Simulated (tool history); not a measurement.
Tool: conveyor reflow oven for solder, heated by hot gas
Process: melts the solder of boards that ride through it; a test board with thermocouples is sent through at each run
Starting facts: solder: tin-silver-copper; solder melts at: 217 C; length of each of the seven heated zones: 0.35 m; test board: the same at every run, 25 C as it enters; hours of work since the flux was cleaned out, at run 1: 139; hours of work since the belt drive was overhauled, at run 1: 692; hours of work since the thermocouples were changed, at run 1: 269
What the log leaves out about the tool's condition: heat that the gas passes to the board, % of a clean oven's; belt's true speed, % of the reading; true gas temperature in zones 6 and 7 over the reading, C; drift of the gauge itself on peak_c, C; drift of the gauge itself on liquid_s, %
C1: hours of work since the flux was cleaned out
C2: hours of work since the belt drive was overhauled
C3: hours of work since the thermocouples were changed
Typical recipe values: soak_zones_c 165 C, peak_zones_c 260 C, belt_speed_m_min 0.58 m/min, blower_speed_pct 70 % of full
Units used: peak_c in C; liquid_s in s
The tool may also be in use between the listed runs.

run 1 hour=0 | soak_zones_c=165 peak_zones_c=260 belt_speed_m_min=0.58 blower_speed_pct=70 | C1=139 C2=692 C3=269 | peak_c=241.9 liquid_s=42.5
run 2 hour=26.2 | soak_zones_c=165 peak_zones_c=260 belt_speed_m_min=0.58 blower_speed_pct=64 | C1=151 C2=704 C3=282 | peak_c=240.2 liquid_s=40.5
-- hour=47.1 belt drive overhauled, speed set with a stopwatch
run 3 hour=55.3 | soak_zones_c=165 peak_zones_c=249 belt_speed_m_min=0.58 blower_speed_pct=64 | C1=163 C2=4 C3=293 | peak_c=231.6 liquid_s=30.5
run 4 hour=72.5 | soak_zones_c=165 peak_zones_c=260 belt_speed_m_min=0.58 blower_speed_pct=70 | C1=171 C2=12 C3=301 | peak_c=242.1 liquid_s=43.3
-- hour=83.8 flux residue cleaned out of gas plates and filters
run 5 hour=98.9 | soak_zones_c=165 peak_zones_c=260 belt_speed_m_min=0.58 blower_speed_pct=70 | C1=7 C2=22 C3=311 | peak_c=243.4 liquid_s=45.2
run 6 hour=125.8 | soak_zones_c=165 peak_zones_c=260 belt_speed_m_min=0.58 blower_speed_pct=70 | C1=20 C2=34 C3=324 | peak_c=243.5 liquid_s=45.1
run 7 hour=145.5 | soak_zones_c=165 peak_zones_c=260 belt_speed_m_min=0.58 blower_speed_pct=70 | C1=29 C2=44 C3=333 | peak_c=243.5 liquid_s=45.1
-- hour=153.6 belt drive overhauled, speed set with a stopwatch, once more
run 8 hour=169.9 | soak_zones_c=165 peak_zones_c=260 belt_speed_m_min=0.58 blower_speed_pct=70 | C1=38 C2=8 C3=343 | peak_c=242.5 liquid_s=42.9
run 9 hour=191.3 | soak_zones_c=165 peak_zones_c=260 belt_speed_m_min=0.58 blower_speed_pct=70 | C1=48 C2=18 C3=353 | peak_c=242.4 liquid_s=42.9
run 10 hour=203.4 | soak_zones_c=165 peak_zones_c=260 belt_speed_m_min=0.58 blower_speed_pct=84 | C1=54 C2=23 C3=358 | peak_c=245.4 liquid_s=46.2
run 11 hour=218.7 | soak_zones_c=174 peak_zones_c=260 belt_speed_m_min=0.58 blower_speed_pct=70 | C1=61 C2=30 C3=365 | peak_c=244.3 liquid_s=47.1
run 12 hour=236.8 | soak_zones_c=165 peak_zones_c=267 belt_speed_m_min=0.58 blower_speed_pct=70 | C1=70 C2=39 C3=374 | peak_c=248 liquid_s=47.7
run 13 hour=265.6 | soak_zones_c=165 peak_zones_c=267 belt_speed_m_min=0.58 blower_speed_pct=70 | C1=83 C2=52 C3=387 | peak_c=248.1 liquid_s=47.4
run 14 hour=294.6 | soak_zones_c=164 peak_zones_c=260 belt_speed_m_min=0.58 blower_speed_pct=70 | C1=96 C2=66 C3=401 | peak_c=241.8 liquid_s=41.6
run 15 hour=312 | soak_zones_c=164 peak_zones_c=260 belt_speed_m_min=0.58 blower_speed_pct=70 | C1=105 C2=74 C3=409 | peak_c=241.6 liquid_s=41.8
run 16 hour=324.7 | soak_zones_c=164 peak_zones_c=260 belt_speed_m_min=0.626 blower_speed_pct=66 | C1=110 C2=80 C3=415 | peak_c=238 liquid_s=33.6
run 17 hour=351 | soak_zones_c=164 peak_zones_c=260 belt_speed_m_min=0.626 blower_speed_pct=66 | C1=123 C2=92 C3=427 | peak_c=237.6 liquid_s=33.8
run 18 hour=365.9 | soak_zones_c=164 peak_zones_c=260 belt_speed_m_min=0.626 blower_speed_pct=66 | C1=130 C2=99 C3=434 | peak_c=237.8 liquid_s=33.7
run 19 hour=383.7 | soak_zones_c=165 peak_zones_c=248 belt_speed_m_min=0.548 blower_speed_pct=66 | C1=138 C2=107 C3=442 | peak_c=232.7 liquid_s=34.1
run 20 hour=410.1 | soak_zones_c=165 peak_zones_c=266 belt_speed_m_min=0.58 blower_speed_pct=89 | C1=150 C2=120 C3=455 | peak_c=250.7 liquid_s=50.3
run 21 hour=435.7 | soak_zones_c=165 peak_zones_c=266 belt_speed_m_min=0.58 blower_speed_pct=89 | C1=162 C2=132 C3=467 | peak_c=250.5 liquid_s=50.1
-- hour=464.4 flux residue cleaned out of gas plates and filters
run 22 hour=469.9 | soak_zones_c=173 peak_zones_c=258 belt_speed_m_min=0.596 blower_speed_pct=56 | C1=3 C2=145 C3=480 | peak_c=238.7 liquid_s=39.4
run 23 hour=493.5 | soak_zones_c=173 peak_zones_c=258 belt_speed_m_min=0.596 blower_speed_pct=56 | C1=14 C2=156 C3=491 | peak_c=238.5 liquid_s=39.1
run 24 hour=522.9 | soak_zones_c=162 peak_zones_c=258 belt_speed_m_min=0.596 blower_speed_pct=77 | C1=27 C2=170 C3=505 | peak_c=241.6 liquid_s=40.3
run 25 hour=544 | soak_zones_c=162 peak_zones_c=258 belt_speed_m_min=0.596 blower_speed_pct=77 | C1=37 C2=180 C3=515 | peak_c=241.3 liquid_s=40.3
run 26 hour=557.4 | soak_zones_c=165 peak_zones_c=260 belt_speed_m_min=0.538 blower_speed_pct=70 | C1=43 C2=186 C3=521 | peak_c=245.4 liquid_s=49.9
run 27 hour=582.4 | soak_zones_c=165 peak_zones_c=257 belt_speed_m_min=0.58 blower_speed_pct=57 | C1=55 C2=198 C3=533 | peak_c=237 liquid_s=36.2
run 28 hour=606.1 | soak_zones_c=165 peak_zones_c=257 belt_speed_m_min=0.577 blower_speed_pct=57 | C1=66 C2=209 C3=544 | peak_c=237.1 liquid_s=36.6
run 29 hour=619.3 | soak_zones_c=165 peak_zones_c=257 belt_speed_m_min=0.577 blower_speed_pct=57 | C1=72 C2=215 C3=550 | peak_c=236.7 liquid_s=36.2
run 30 hour=637.1 | soak_zones_c=165 peak_zones_c=257 belt_speed_m_min=0.577 blower_speed_pct=86 | C1=81 C2=223 C3=558 | peak_c=243.3 liquid_s=45.3

Pick out some run-to-run changes in peak_c. Of each, how much would a tool without hidden state show as well, from the settings, what came in and chance, and how much is left for the hidden state and any gauge scatter not in both results compared?
Run 3 -> 4: peak_zones_c 249 -> 260, blower_speed_pct 64 -> 70. peak_c +10.5 C: hidden state -0.2, all else +10.7.
Run 4 -> 5: flux residue cleaned out of gas plates and filters. peak_c +1.3 C: hidden state +1.5, all else -0.2.
Run 7 -> 8: belt drive overhauled, speed set with a stopwatch, once more. peak_c -1 C: hidden state -0.9, all else -0.1.
Run 19 -> 20: peak_zones_c 248 -> 266, belt_speed_m_min 0.548 -> 0.58, blower_speed_pct 66 -> 89. peak_c +18 C: hidden state -0.5, all else +18.5.
Run 21 -> 22: soak_zones_c 165 -> 173, peak_zones_c 266 -> 258, belt_speed_m_min 0.58 -> 0.596, blower_speed_pct 89 -> 56, flux residue cleaned out of gas plates and filters. peak_c -11.8 C: hidden state +1.9, all else -13.7.

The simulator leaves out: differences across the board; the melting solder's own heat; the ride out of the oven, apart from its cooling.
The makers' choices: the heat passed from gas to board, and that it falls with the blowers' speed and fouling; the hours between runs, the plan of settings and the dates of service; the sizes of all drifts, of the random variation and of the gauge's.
